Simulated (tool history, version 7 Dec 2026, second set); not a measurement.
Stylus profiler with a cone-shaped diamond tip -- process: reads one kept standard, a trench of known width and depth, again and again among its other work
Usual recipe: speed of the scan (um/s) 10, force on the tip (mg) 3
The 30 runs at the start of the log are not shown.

run   hour  speed of the scan (um/s)  force on the tip (mg)  depth of the trench (Å)  width of the trench's floor (nm)
 31  669.5                        11                   2.67                   2019.1                             46620
     681.3  -- height scale calibrated on a step standard, once more
 32  698.8                         8                   8.43                   2024.8                             46650
 33    723                         3                   4.35                   2015.4                             46600
 34    742                         8                   5.82                   2019.5                             46620
 35  765.7                         8                   5.82                   2019.1                             46640
 36  792.1                        31                   1.49                     2009                             46380
 37  823.4                         9                   1.39                   2007.7                             46530
 38  848.2                         9                   1.39                   2008.2                             46530
 39    869                         9                   1.39                   2008.3                             46520
 40  886.1                        14                   2.03                   2009.6                             46520
 41  915.6                         3                   7.64                     2024                             46600
 42  944.5                         3                   7.64                   2023.9                             46520

For run 43, what comes out?
 43  967.4                         3                   7.64                        ?                                 ?

Logged for run 43: depth of the trench (Å) 2024.3, width of the trench's floor (nm) 46490.
Minus the tool's unlogged condition, the same run would have read depth of the trench (Å) 2023.3, width of the trench's floor (nm) 48030.
